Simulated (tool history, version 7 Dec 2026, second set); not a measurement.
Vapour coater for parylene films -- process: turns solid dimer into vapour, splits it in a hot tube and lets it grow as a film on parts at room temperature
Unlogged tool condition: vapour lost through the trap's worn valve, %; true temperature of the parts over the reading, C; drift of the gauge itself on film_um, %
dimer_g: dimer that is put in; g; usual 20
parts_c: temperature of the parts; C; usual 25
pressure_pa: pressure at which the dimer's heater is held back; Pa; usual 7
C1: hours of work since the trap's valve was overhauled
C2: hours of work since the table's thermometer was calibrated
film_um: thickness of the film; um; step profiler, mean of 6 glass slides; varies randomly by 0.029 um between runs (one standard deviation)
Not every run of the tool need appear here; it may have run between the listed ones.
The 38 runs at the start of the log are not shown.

{"run": 39, "hour": 1237.1, "dimer_g": 13, "parts_c": 22, "pressure_pa": 9.67, "C1": 19, "C2": 784, "film_um": 3.6}
{"run": 40, "hour": 1273.4, "dimer_g": 20, "parts_c": 35, "pressure_pa": 6.49, "C1": 38, "C2": 804, "film_um": 4.62}
{"run": 41, "hour": 1317.2, "dimer_g": 20, "parts_c": 35, "pressure_pa": 6.49, "C1": 62, "C2": 827, "film_um": 4.56}
{"run": 42, "hour": 1345.2, "dimer_g": 20, "parts_c": 35, "pressure_pa": 6.49, "C1": 77, "C2": 842, "film_um": 4.58}
{"run": 43, "hour": 1389.7, "dimer_g": 20, "parts_c": 35, "pressure_pa": 6.49, "C1": 101, "C2": 867, "film_um": 4.59}
{"run": 44, "hour": 1433.0, "dimer_g": 33, "parts_c": 35, "pressure_pa": 6.49, "C1": 125, "C2": 890, "film_um": 7.46}
{"run": 45, "hour": 1466.5, "dimer_g": 12, "parts_c": 25, "pressure_pa": 3.45, "C1": 143, "C2": 908, "film_um": 3.68}
{"run": 46, "hour": 1502.2, "dimer_g": 21, "parts_c": 19, "pressure_pa": 3.75, "C1": 162, "C2": 928, "film_um": 7.21}
{"run": 47, "hour": 1536.8, "dimer_g": 21, "parts_c": 19, "pressure_pa": 4.01, "C1": 181, "C2": 946, "film_um": 7.06}

Consider 3 possible next runs. They are alternatives, not a sequence: every one starts from the tool as it was left by run 47. What does each give?
{"run": "A", "hour": 1562.2, "dimer_g": 21, "parts_c": 19, "pressure_pa": 2.73, "C1": 195, "C2": 960, "film_um": "?"}
{"run": "B", "hour": 1562.2, "dimer_g": 25, "parts_c": 19, "pressure_pa": 3.15, "C1": 195, "C2": 960, "film_um": "?"}
{"run": "C", "hour": 1562.2, "dimer_g": 27, "parts_c": 25, "pressure_pa": 7, "C1": 195, "C2": 960, "film_um": "?"}

run=A film_um=7.59
run=B film_um=8.76
run=C film_um=7.3
With no hidden state in the tool, these same runs would have given:
run=A film_um=7.98
run=B film_um=9.21
run=C film_um=7.67
